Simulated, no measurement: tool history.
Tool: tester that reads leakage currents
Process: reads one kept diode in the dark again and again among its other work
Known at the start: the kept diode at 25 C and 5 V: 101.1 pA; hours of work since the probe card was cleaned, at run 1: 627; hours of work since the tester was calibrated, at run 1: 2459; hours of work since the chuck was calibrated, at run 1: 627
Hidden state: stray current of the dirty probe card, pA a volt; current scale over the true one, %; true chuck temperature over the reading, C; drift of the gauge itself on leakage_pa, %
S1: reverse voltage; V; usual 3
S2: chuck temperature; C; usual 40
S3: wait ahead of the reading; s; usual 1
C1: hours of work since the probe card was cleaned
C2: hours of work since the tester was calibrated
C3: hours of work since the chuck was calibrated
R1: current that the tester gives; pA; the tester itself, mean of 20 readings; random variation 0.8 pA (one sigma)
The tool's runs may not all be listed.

run 1 hour=0 | S1=3 S2=40 S3=1 | C1=627 C2=2459 C3=627 | R1=251.84
run 2 hour=68.8 | S1=2.15 S2=40 S3=1 | C1=677 C2=2509 C3=677 | R1=217.93
run 3 hour=177.2 | S1=2.15 S2=40 S3=1 | C1=756 C2=2588 C3=756 | R1=215.86
run 4 hour=242.7 | S1=2.15 S2=40 S3=1 | C1=804 C2=2636 C3=804 | R1=214.16
run 5 hour=362 | S1=2.15 S2=40 S3=1 | C1=891 C2=2723 C3=891 | R1=212.98
run 6 hour=459.2 | S1=2.15 S2=40 S3=1 | C1=962 C2=2794 C3=962 | R1=211.22
run 7 hour=545.7 | S1=2.15 S2=40 S3=1 | C1=1025 C2=2857 C3=1025 | R1=210.14
run 8 hour=608.5 | S1=2.15 S2=40 S3=0.49 | C1=1070 C2=2902 C3=1070 | R1=210.97
run 9 hour=721.6 | S1=2.15 S2=40 S3=0.49 | C1=1153 C2=2985 C3=1153 | R1=207.94
-- hour=733.9 chuck's temperature calibrated
run 10 hour=822.1 | S1=3 S2=35 S3=1.65 | C1=1225 C2=3056 C3=64 | R1=158.49
run 11 hour=880.1 | S1=3.49 S2=29 S3=0.67 | C1=1267 C2=3099 C3=106 | R1=106.36
run 12 hour=937.3 | S1=3.49 S2=29 S3=3.41 | C1=1309 C2=3140 C3=148 | R1=104.65
run 13 hour=1052.4 | S1=13.31 S2=24 S3=2.06 | C1=1392 C2=3224 C3=232 | R1=128.42
run 14 hour=1128.3 | S1=3 S2=28 S3=1 | C1=1448 C2=3280 C3=287 | R1=89.75

Forecast each of these 4 alternatives for the next run:
run A hour=1181.8 | S1=4.83 S2=40 S3=1 | C1=1487 C2=3318 C3=326 | R1=?
run B hour=1181.8 | S1=2.76 S2=28 S3=1 | C1=1487 C2=3318 C3=326 | R1=?
run C hour=1181.8 | S1=1.86 S2=28 S3=1 | C1=1487 C2=3318 C3=326 | R1=?
run D hour=1181.8 | S1=3 S2=40 S3=1.42 | C1=1487 C2=3318 C3=326 | R1=?

run=A R1=279.45
run=B R1=87.16
run=C R1=72.66
run=D R1=228.1
Without the tool's hidden state the same runs would have given:
run=A R1=325.65
run=B R1=102
run=C R1=85.32
run=D R1=266.43

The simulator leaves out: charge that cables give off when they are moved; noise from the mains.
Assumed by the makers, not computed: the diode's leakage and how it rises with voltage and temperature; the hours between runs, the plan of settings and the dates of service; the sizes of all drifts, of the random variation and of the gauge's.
